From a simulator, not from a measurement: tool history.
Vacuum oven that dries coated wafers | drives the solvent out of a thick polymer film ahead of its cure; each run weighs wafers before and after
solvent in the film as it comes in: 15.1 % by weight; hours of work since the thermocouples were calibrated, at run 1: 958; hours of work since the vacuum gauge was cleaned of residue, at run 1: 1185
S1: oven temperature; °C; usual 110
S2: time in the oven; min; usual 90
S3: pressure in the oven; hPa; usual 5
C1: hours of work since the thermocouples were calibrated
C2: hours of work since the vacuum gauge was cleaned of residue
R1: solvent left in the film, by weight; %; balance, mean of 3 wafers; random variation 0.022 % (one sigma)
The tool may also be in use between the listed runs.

Run 1, day 0: usual settings; C1 958; C2 1185. Result: R1 2.61 %.
Run 2, day 3.379: usual settings; C1 1010; C2 1237. Result: R1 2.55 %.
Run 3, day 5.817: usual settings but S1 96 °C; C1 1047; C2 1274. Result: R1 5.04 %.
Run 4, day 9.896: usual settings but S1 96 °C; C1 1109; C2 1336. Result: R1 5.03 %.
Run 5, day 14.304: usual settings but S1 96 °C; C1 1176; C2 1403. Result: R1 4.99 %.
Run 6, day 16.167: usual settings but S1 96 °C; C1 1205; C2 1431. Result: R1 5.08 %.
Run 7, day 20.188: usual settings but S1 96 °C; C1 1266; C2 1493. Result: R1 5.03 %.
At day 22.142: vacuum gauge cleaned of residue and calibrated.
Run 8, day 22.142: usual settings but S1 96 °C; C1 1295; C2 0. Result: R1 4.48 %.
Run 9, day 25.671: usual settings but S1 96 °C; C1 1348; C2 54. Result: R1 4.5 %.
Run 10, day 28.304: usual settings but S1 96 °C; C1 1389; C2 94. Result: R1 4.54 %.
Run 11, day 31.625: usual settings but S1 107 °C; C1 1439; C2 145. Result: R1 2.66 %.
Run 12, day 35.829: usual settings but S1 106 °C; C1 1503; C2 209. Result: R1 2.88 %.
Run 13, day 40.054: usual settings but S1 106 °C, S2 106 min; C1 1568; C2 273. Result: R1 2.25 %.
Run 14, day 44.412: usual settings but S1 106 °C, S2 106 min; C1 1634; C2 339. Result: R1 2.28 %.
At day 46.871: oven's thermocouples calibrated.
Run 15, day 49.146: usual settings but S3 9.04 hPa; C1 35; C2 410. Result: R1 2.73 %.
Run 16, day 52.2: usual settings but S3 9.04 hPa; C1 81; C2 457. Result: R1 2.78 %.
Run 17, day 55.45: usual settings but S2 123 min, S3 9.04 hPa; C1 131; C2 506. Result: R1 1.81 %.
Run 18, day 58.129: usual settings but S2 123 min, S3 9.04 hPa; C1 172; C2 547. Result: R1 1.78 %.
Run 19, day 60.154: usual settings but S2 123 min, S3 9.04 hPa; C1 202; C2 578. Result: R1 1.83 %.
Run 20, day 64.775: usual settings but S2 123 min, S3 9.04 hPa; C1 273; C2 649. Result: R1 1.87 %.
Run 21, day 67.325: usual settings; C1 312; C2 687. Result: R1 2.58 %.
Run 22, day 69.4: usual settings; C1 343; C2 719. Result: R1 2.56 %.
Run 23, day 71.796: usual settings; C1 380; C2 756. Result: R1 2.61 %.
Run 24, day 74.275: usual settings; C1 418; C2 793. Result: R1 2.55 %.
Run 25, day 77.404: usual settings but S1 123 °C, S2 68 min, S3 3.58 hPa; C1 465; C2 841. Result: R1 1.77 %.
Run 26, day 79.433: usual settings but S1 111 °C, S2 94 min, S3 5.34 hPa; C1 496; C2 872. Result: R1 2.34 %.
Run 27, day 84.004: usual settings but S1 111 °C, S2 100 min, S3 5.34 hPa; C1 566; C2 942. Result: R1 2.1 %.
Run 28, day 87.646: usual settings but S2 112 min, S3 10.09 hPa; C1 622; C2 997. Result: R1 2.24 %.
Run 29, day 91.988: usual settings but S2 112 min, S3 10.09 hPa; C1 688; C2 1063. Result: R1 2.22 %.
Run 30, day 95.388: usual settings but S2 112 min, S3 10.09 hPa; C1 740; C2 1115. Result: R1 2.29 %.
Run 31, day 98.604: usual settings but S1 114 °C, S2 86 min, S3 10.09 hPa; C1 789; C2 1164. Result: R1 2.54 %.
Run 32, day 103.229: usual settings but S1 103 °C, S2 101 min, S3 10.09 hPa; C1 859; C2 1235. Result: R1 3.74 %.
Run 33, day 105.696: usual settings but S1 103 °C, S2 101 min, S3 9.97 hPa; C1 897; C2 1272. Result: R1 3.75 %.
Run 34, day 108.821: usual settings but S1 103 °C, S2 51 min, S3 9.97 hPa; C1 944; C2 1320. Result: R1 6.47 %.
Run 35, day 112.917: usual settings but S1 113 °C, S2 74 min, S3 9.97 hPa; C1 1007; C2 1382. Result: R1 3.13 %.
Run 36, day 117.054: usual settings but S1 100 °C, S2 121 min, S3 6.25 hPa; C1 1070; C2 1446. Result: R1 3.31 %.
Run 37, day 121.175: usual settings but S1 118 °C, S2 78 min, S3 10.25 hPa; C1 1133; C2 1508. Result: R1 2.3 %.
At day 122.275: vacuum gauge cleaned of residue and calibrated.
Run 38, day 123.808: usual settings but S1 118 °C, S2 78 min, S3 10.25 hPa; C1 1172; C2 23. Result: R1 2 %.
Run 39, day 125.929: usual settings but S2 64 min, S3 5.91 hPa; C1 1204; C2 56. Result: R1 3.63 %.
Run 40, day 128.5: usual settings but S1 99 °C, S2 140 min, S3 16.94 hPa; C1 1243; C2 95. Result: R1 3.35 %.
Run 41, day 132.133: usual settings but S1 99 °C, S2 140 min, S3 16.94 hPa; C1 1299; C2 150. Result: R1 3.38 %.
Run 42, day 136.467: usual settings but S1 99 °C, S2 140 min, S3 16.94 hPa; C1 1365; C2 216. Result: R1 3.39 %.
Run 43, day 140.604: usual settings but S1 95 °C, S2 62 min; C1 1428; C2 279. Result: R1 6.38 %.
Run 44, day 143.712: usual settings but S2 58 min, S3 14.28 hPa; C1 1475; C2 327. Result: R1 4.54 %.
Run 45, day 146.946: usual settings but S1 97 °C, S2 111 min, S3 2.93 hPa; C1 1525; C2 376. Result: R1 3.43 %.
Run 46, day 151.208: usual settings but S1 120 °C, S2 139 min, S3 4.69 hPa; C1 1589; C2 441. Result: R1 0.55 %.
Run 47, day 153.817: usual settings but S1 120 °C, S2 139 min, S3 4.69 hPa; C1 1629; C2 481. Result: R1 0.55 %.

3 ways to go on from here, each from the tool as it stands after run 47. What would each give?
At day 156.475: oven's thermocouples calibrated.
Run A, day 157.917: usual settings but S1 123 °C, S2 77 min; C1 22; C2 542. Result: R1 ?.
At day 156.475: oven's thermocouples calibrated.
Run B, day 157.917: usual settings but S2 105 min; C1 22; C2 542. Result: R1 ?.
At day 156.475: oven's thermocouples calibrated.
Run C, day 157.917: usual settings but S2 48 min; C1 22; C2 542. Result: R1 ?.

run    R1
  A  1.43
  B  2.01
  C  5.09
Without the tool's hidden state the same runs would have given:
run    R1
  A  1.29
  B   1.8
  C  4.91
